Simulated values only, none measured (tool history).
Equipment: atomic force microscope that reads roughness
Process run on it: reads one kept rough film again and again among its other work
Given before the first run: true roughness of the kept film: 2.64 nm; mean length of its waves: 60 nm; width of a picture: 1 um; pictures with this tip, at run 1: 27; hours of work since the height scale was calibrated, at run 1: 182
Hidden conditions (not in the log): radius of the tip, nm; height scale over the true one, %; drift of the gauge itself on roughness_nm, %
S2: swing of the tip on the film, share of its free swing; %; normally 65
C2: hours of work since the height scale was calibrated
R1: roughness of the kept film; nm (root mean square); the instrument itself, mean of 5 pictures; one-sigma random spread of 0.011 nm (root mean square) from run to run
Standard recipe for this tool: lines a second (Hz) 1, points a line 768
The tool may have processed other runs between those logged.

Run 1, day 0: usual settings; pictures with this tip 27; C2 182. Result: R1 2.434 nm (root mean square).
Run 2, day 1.025: usual settings but points a line 432; pictures with this tip 56; C2 196. Result: R1 2.363 nm (root mean square).
Run 3, day 2.412: usual settings but S2 84 %; pictures with this tip 96; C2 215. Result: R1 2.193 nm (root mean square).
At day 3.092: new tip fitted.
Run 4, day 3.746: usual settings but S2 84 %; pictures with this tip 19; C2 233. Result: R1 2.339 nm (root mean square).
Run 5, day 4.7: usual settings; pictures with this tip 46; C2 246. Result: R1 2.403 nm (root mean square).
Run 6, day 5.925: usual settings but points a line 350; pictures with this tip 81; C2 263. Result: R1 2.357 nm (root mean square).
At day 7.125: new tip fitted.
Run 7, day 7.238: usual settings but points a line 322; pictures with this tip 3; C2 281. Result: R1 2.471 nm (root mean square).
Run 8, day 7.979: usual settings but points a line 322; pictures with this tip 24; C2 291. Result: R1 2.424 nm (root mean square).
Run 9, day 8.888: usual settings; pictures with this tip 50; C2 303. Result: R1 2.388 nm (root mean square).
Run 10, day 10.367: usual settings but S2 67 %; pictures with this tip 92; C2 324. Result: R1 2.292 nm (root mean square).
At day 11.129: new tip fitted.
Run 11, day 11.204: usual settings but S2 67 %, points a line 434; pictures with this tip 2; C2 335. Result: R1 2.475 nm (root mean square).
Run 12, day 12.412: usual settings but lines a second (Hz) 2.73, S2 67 %, points a line 434; pictures with this tip 37; C2 352. Result: R1 2.27 nm (root mean square).
Run 13, day 13.475: usual settings but lines a second (Hz) 2.73, S2 67 %, points a line 434; pictures with this tip 67; C2 366. Result: R1 2.207 nm (root mean square).
Run 14, day 14.517: usual settings but lines a second (Hz) 2.73, S2 67 %, points a line 434; pictures with this tip 96; C2 381. Result: R1 2.165 nm (root mean square).
At day 15.188: new tip fitted.
Run 15, day 15.646: usual settings but lines a second (Hz) 2.73, S2 67 %, points a line 434; pictures with this tip 13; C2 396. Result: R1 2.316 nm (root mean square).
Run 16, day 16.517: usual settings but lines a second (Hz) 2.73, S2 67 %, points a line 676; pictures with this tip 38; C2 408. Result: R1 2.278 nm (root mean square).
Run 17, day 17.746: usual settings but lines a second (Hz) 2.73, S2 67 %, points a line 676; pictures with this tip 73; C2 425. Result: R1 2.217 nm (root mean square).
Run 18, day 18.583: usual settings but lines a second (Hz) 2.73, S2 67 %, points a line 676; pictures with this tip 97; C2 436. Result: R1 2.165 nm (root mean square).
At day 19.171: new tip fitted.
Run 19, day 19.258: usual settings but lines a second (Hz) 2.73, S2 67 %, points a line 676; pictures with this tip 2; C2 445. Result: R1 2.353 nm (root mean square).
Run 20, day 20.192: usual settings but lines a second (Hz) 2.73, S2 67 %, points a line 676; pictures with this tip 29; C2 458. Result: R1 2.3 nm (root mean square).
Run 21, day 21.021: usual settings but lines a second (Hz) 0.56; pictures with this tip 52; C2 469. Result: R1 2.413 nm (root mean square).
Run 22, day 22.271: usual settings but lines a second (Hz) 0.56; pictures with this tip 88; C2 487. Result: R1 2.343 nm (root mean square).
At day 23.183: new tip fitted.
Run 23, day 23.204: usual settings but points a line 783; pictures with this tip 1; C2 499. Result: R1 2.49 nm (root mean square).
Run 24, day 24.312: usual settings but lines a second (Hz) 1.77, points a line 783; pictures with this tip 32; C2 514. Result: R1 2.368 nm (root mean square).
Run 25, day 25.121: usual settings but lines a second (Hz) 1.77, points a line 364; pictures with this tip 56; C2 526. Result: R1 2.312 nm (root mean square).
Run 26, day 26.396: usual settings but lines a second (Hz) 1.77, points a line 364; pictures with this tip 92; C2 543. Result: R1 2.258 nm (root mean square).
At day 27.221: new tip fitted.
Run 27, day 27.9: usual settings but lines a second (Hz) 1.77, points a line 364; pictures with this tip 19; C2 564. Result: R1 2.39 nm (root mean square).
Run 28, day 28.817: usual settings but lines a second (Hz) 1.46, points a line 273; pictures with this tip 45; C2 576. Result: R1 2.333 nm (root mean square).
Run 29, day 30.004: usual settings but lines a second (Hz) 1.22, S2 56 %, points a line 904; pictures with this tip 79; C2 592. Result: R1 2.37 nm (root mean square).
At day 31.275: new tip fitted.
Run 30, day 31.521: usual settings but lines a second (Hz) 1.22, S2 56 %, points a line 904; pictures with this tip 7; C2 613. Result: R1 2.49 nm (root mean square).
Run 31, day 32.85: usual settings but lines a second (Hz) 2.36, points a line 261; pictures with this tip 44; C2 631. Result: R1 2.305 nm (root mean square).
Run 32, day 33.979: usual settings but lines a second (Hz) 2.36, points a line 261; pictures with this tip 76; C2 647. Result: R1 2.253 nm (root mean square).
At day 35.312: new tip fitted.
Run 33, day 35.438: usual settings but lines a second (Hz) 2.36, S2 77 %, points a line 412; pictures with this tip 3; C2 667. Result: R1 2.267 nm (root mean square).
Run 34, day 36.112: usual settings but lines a second (Hz) 2.36, S2 77 %, points a line 412; pictures with this tip 23; C2 676. Result: R1 2.231 nm (root mean square).
Run 35, day 37.129: usual settings but lines a second (Hz) 1.63, points a line 278; pictures with this tip 52; C2 690. Result: R1 2.358 nm (root mean square).
Run 36, day 38.217: usual settings but lines a second (Hz) 1.63, points a line 278; pictures with this tip 83; C2 705. Result: R1 2.296 nm (root mean square).
Run 37, day 39.025: usual settings but points a line 863; pictures with this tip 106; C2 716. Result: R1 2.294 nm (root mean square).
At day 39.342: new tip fitted.
Run 38, day 40.1: usual settings but points a line 863; pictures with this tip 22; C2 730. Result: R1 2.444 nm (root mean square).
Run 39, day 40.992: usual settings but points a line 863; pictures with this tip 47; C2 743. Result: R1 2.385 nm (root mean square).
Run 40, day 42.329: usual settings but lines a second (Hz) 1.08, S2 62 %, points a line 483; pictures with this tip 85; C2 761. Result: R1 2.329 nm (root mean square).
Run 41, day 43.108: usual settings but lines a second (Hz) 1.06, S2 56 %, points a line 260; pictures with this tip 107; C2 772. Result: R1 2.322 nm (root mean square).
At day 43.346: new tip fitted.
Run 42, day 43.938: usual settings but lines a second (Hz) 3.45, S2 56 %, points a line 260; pictures with this tip 17; C2 783. Result: R1 2.393 nm (root mean square).
Run 43, day 44.854: usual settings but lines a second (Hz) 2.98, points a line 523; pictures with this tip 43; C2 796. Result: R1 2.275 nm (root mean square).
Run 44, day 46.362: usual settings but lines a second (Hz) 2.98, points a line 489; pictures with this tip 86; C2 816. Result: R1 2.197 nm (root mean square).
Run 45, day 47.083: usual settings but lines a second (Hz) 0.6; pictures with this tip 107; C2 826. Result: R1 2.324 nm (root mean square).
At day 47.333: new tip fitted.
Run 46, day 47.983: usual settings but lines a second (Hz) 2.27, S2 80 %, points a line 456; pictures with this tip 19; C2 838. Result: R1 2.201 nm (root mean square).
Run 47, day 48.771: usual settings but lines a second (Hz) 2.27, S2 80 %, points a line 693; pictures with this tip 41; C2 849. Result: R1 2.154 nm (root mean square).
Run 48, day 50.008: usual settings but lines a second (Hz) 0.57, S2 87 %, points a line 665; pictures with this tip 77; C2 866. Result: R1 2.283 nm (root mean square).
Run 49, day 50.95: usual settings but lines a second (Hz) 0.57, S2 87 %, points a line 665; pictures with this tip 103; C2 879. Result: R1 2.227 nm (root mean square).
At day 51.362: new tip fitted.
Run 50, day 52.108: usual settings but lines a second (Hz) 2.42, S2 87 %, points a line 665; pictures with this tip 22; C2 895. Result: R1 2.036 nm (root mean square).
Run 51, day 52.746: usual settings but lines a second (Hz) 3.51, S2 87 %, points a line 665; pictures with this tip 40; C2 904. Result: R1 1.883 nm (root mean square).
Run 52, day 53.579: usual settings but lines a second (Hz) 1.85, S2 73 %, points a line 691; pictures with this tip 64; C2 915. Result: R1 2.255 nm (root mean square).
Run 53, day 54.538: usual settings but lines a second (Hz) 3.73; pictures with this tip 91; C2 928. Result: R1 2.148 nm (root mean square).

Branching from run 53: 3 alternative next runs. What would each branch give?
At day 55.321: new tip fitted.
Run A, day 55.583: usual settings but lines a second (Hz) 2.83, S2 89 %, points a line 286; pictures with this tip 7; C2 942. Result: R1 ?.
At day 55.321: new tip fitted.
Run B, day 55.583: usual settings but lines a second (Hz) 2.14, S2 66 %, points a line 379; pictures with this tip 7; C2 942. Result: R1 ?.
At day 55.321: new tip fitted.
Run C, day 55.583: usual settings but lines a second (Hz) 2.19, S2 63 %, points a line 372; pictures with this tip 7; C2 942. Result: R1 ?.

run     R1
  A  1.965
  B  2.386
  C  2.411
Had the tool no hidden state, the same runs would have come out as:
run     R1
  A  1.969
  B  2.392
  C  2.416

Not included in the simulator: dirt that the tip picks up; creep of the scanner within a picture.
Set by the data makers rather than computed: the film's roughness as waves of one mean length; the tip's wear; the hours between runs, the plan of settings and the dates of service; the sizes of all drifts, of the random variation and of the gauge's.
